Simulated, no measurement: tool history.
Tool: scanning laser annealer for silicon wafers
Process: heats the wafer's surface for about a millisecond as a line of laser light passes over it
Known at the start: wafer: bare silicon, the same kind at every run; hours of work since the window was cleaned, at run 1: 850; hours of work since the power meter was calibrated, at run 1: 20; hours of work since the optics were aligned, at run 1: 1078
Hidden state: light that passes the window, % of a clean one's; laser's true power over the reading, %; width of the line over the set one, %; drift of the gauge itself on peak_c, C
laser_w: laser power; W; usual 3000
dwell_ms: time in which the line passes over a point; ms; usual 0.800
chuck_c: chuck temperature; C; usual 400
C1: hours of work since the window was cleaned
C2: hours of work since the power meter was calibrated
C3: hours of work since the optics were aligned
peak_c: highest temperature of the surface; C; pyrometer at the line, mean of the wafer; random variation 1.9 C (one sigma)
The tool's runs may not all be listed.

run 1 hour=0.0 | laser_w=3000 dwell_ms=0.800 chuck_c=400 | C1=850 C2=20 C3=1078 | peak_c=1063
run 2 hour=9.9 | laser_w=3000 dwell_ms=0.800 chuck_c=400 | C1=857 C2=26 C3=1084 | peak_c=1063
run 3 hour=18.6 | laser_w=3000 dwell_ms=0.800 chuck_c=400 | C1=862 C2=32 C3=1090 | peak_c=1063
run 4 hour=26.1 | laser_w=3000 dwell_ms=0.800 chuck_c=400 | C1=867 C2=37 C3=1095 | peak_c=1064
run 5 hour=35.9 | laser_w=3000 dwell_ms=0.800 chuck_c=400 | C1=873 C2=43 C3=1101 | peak_c=1059
run 6 hour=43.5 | laser_w=3000 dwell_ms=0.800 chuck_c=400 | C1=878 C2=48 C3=1106 | peak_c=1062
run 7 hour=52.5 | laser_w=3241 dwell_ms=0.800 chuck_c=400 | C1=884 C2=54 C3=1112 | peak_c=1119
run 8 hour=60.2 | laser_w=3241 dwell_ms=0.800 chuck_c=400 | C1=889 C2=59 C3=1117 | peak_c=1118
run 9 hour=69.6 | laser_w=3241 dwell_ms=0.800 chuck_c=400 | C1=895 C2=65 C3=1123 | peak_c=1114
run 10 hour=78.0 | laser_w=3241 dwell_ms=0.590 chuck_c=400 | C1=901 C2=70 C3=1128 | peak_c=1017
run 11 hour=87.3 | laser_w=2900 dwell_ms=0.800 chuck_c=400 | C1=907 C2=76 C3=1134 | peak_c=1038
-- hour=92.5 window over the wafer cleaned
run 12 hour=97.0 | laser_w=2900 dwell_ms=0.800 chuck_c=400 | C1=3 C2=81 C3=1139 | peak_c=1071
run 13 hour=105.0 | laser_w=2900 dwell_ms=0.800 chuck_c=400 | C1=8 C2=86 C3=1144 | peak_c=1073
run 14 hour=110.8 | laser_w=3000 dwell_ms=0.701 chuck_c=400 | C1=12 C2=90 C3=1148 | peak_c=1052
run 15 hour=121.4 | laser_w=3000 dwell_ms=0.701 chuck_c=400 | C1=19 C2=97 C3=1155 | peak_c=1053
run 16 hour=128.6 | laser_w=3000 dwell_ms=0.701 chuck_c=400 | C1=23 C2=102 C3=1159 | peak_c=1056
run 17 hour=135.9 | laser_w=3000 dwell_ms=0.800 chuck_c=400 | C1=28 C2=106 C3=1164 | peak_c=1098
run 18 hour=143.8 | laser_w=3000 dwell_ms=0.800 chuck_c=400 | C1=33 C2=111 C3=1169 | peak_c=1096
run 19 hour=154.9 | laser_w=3000 dwell_ms=0.800 chuck_c=400 | C1=40 C2=119 C3=1176 | peak_c=1099
run 20 hour=167.2 | laser_w=3000 dwell_ms=0.800 chuck_c=400 | C1=48 C2=127 C3=1184 | peak_c=1094
-- hour=172.9 optics aligned, line set to its width
run 21 hour=183.2 | laser_w=3000 dwell_ms=0.800 chuck_c=400 | C1=55 C2=134 C3=7 | peak_c=1092
run 22 hour=196.1 | laser_w=2650 dwell_ms=0.855 chuck_c=400 | C1=64 C2=142 C3=15 | peak_c=1030
run 23 hour=208.9 | laser_w=3000 dwell_ms=0.800 chuck_c=407 | C1=72 C2=150 C3=23 | peak_c=1102
run 24 hour=220.5 | laser_w=3146 dwell_ms=0.770 chuck_c=393 | C1=79 C2=158 C3=31 | peak_c=1108
-- hour=227.3 optics aligned, line set to its width, once more
run 25 hour=235.4 | laser_w=3146 dwell_ms=0.770 chuck_c=393 | C1=86 C2=164 C3=5 | peak_c=1115
run 26 hour=242.9 | laser_w=3146 dwell_ms=0.770 chuck_c=393 | C1=91 C2=169 C3=10 | peak_c=1119
run 27 hour=252.0 | laser_w=3146 dwell_ms=0.770 chuck_c=393 | C1=97 C2=175 C3=16 | peak_c=1117
run 28 hour=258.5 | laser_w=3146 dwell_ms=0.770 chuck_c=393 | C1=101 C2=179 C3=20 | peak_c=1118
run 29 hour=266.4 | laser_w=3146 dwell_ms=0.770 chuck_c=393 | C1=106 C2=184 C3=25 | peak_c=1122
run 30 hour=275.3 | laser_w=2823 dwell_ms=0.656 chuck_c=379 | C1=112 C2=190 C3=31 | peak_c=977
run 31 hour=285.7 | laser_w=2764 dwell_ms=0.613 chuck_c=361 | C1=118 C2=197 C3=38 | peak_c=927
run 32 hour=292.9 | laser_w=3240 dwell_ms=0.616 chuck_c=427 | C1=123 C2=201 C3=42 | peak_c=1098
run 33 hour=304.3 | laser_w=3240 dwell_ms=0.616 chuck_c=427 | C1=130 C2=209 C3=50 | peak_c=1099
run 34 hour=316.9 | laser_w=3240 dwell_ms=0.616 chuck_c=427 | C1=138 C2=217 C3=58 | peak_c=1096
run 35 hour=324.9 | laser_w=3257 dwell_ms=0.891 chuck_c=435 | C1=144 C2=222 C3=63 | peak_c=1241
run 36 hour=333.3 | laser_w=3093 dwell_ms=0.862 chuck_c=435 | C1=149 C2=227 C3=68 | peak_c=1185
run 37 hour=342.8 | laser_w=3000 dwell_ms=0.561 chuck_c=436 | C1=155 C2=233 C3=75 | peak_c=1027
run 38 hour=354.2 | laser_w=3000 dwell_ms=0.800 chuck_c=389 | C1=162 C2=241 C3=82 | peak_c=1089
run 39 hour=360.3 | laser_w=3000 dwell_ms=0.800 chuck_c=389 | C1=166 C2=245 C3=86 | peak_c=1093
run 40 hour=367.4 | laser_w=2735 dwell_ms=0.739 chuck_c=393 | C1=171 C2=249 C3=90 | peak_c=1006
run 41 hour=379.8 | laser_w=2853 dwell_ms=0.800 chuck_c=400 | C1=179 C2=257 C3=98 | peak_c=1065
run 42 hour=387.0 | laser_w=2853 dwell_ms=0.583 chuck_c=402 | C1=184 C2=262 C3=103 | peak_c=968

Hidden state at the last listed run before each entry between runs and at the first one after, where it differs:
Between runs 11 and 12: window over the wafer cleaned (hour 92.5)
  light that passes the window, % of a clean one's: 94.8 -> 99.9; width of the line over the set one, %: 2.51 -> 2.52
  measured less the result without the state, peak_c: -45 -> -9 C
Between runs 20 and 21: optics aligned, line set to its width (hour 172.9)
  light that passes the window, % of a clean one's: 99.64 -> 99.6; width of the line over the set one, %: 2.61 -> 3.41
  measured less the result without the state, peak_c: -12 -> -15 C
Between runs 24 and 25: optics aligned, line set to its width, once more (hour 227.3)
  light that passes the window, % of a clean one's: 99.46 -> 99.42; width of the line over the set one, %: 3.46 -> 0.04
  measured less the result without the state, peak_c: -16 -> -3 C
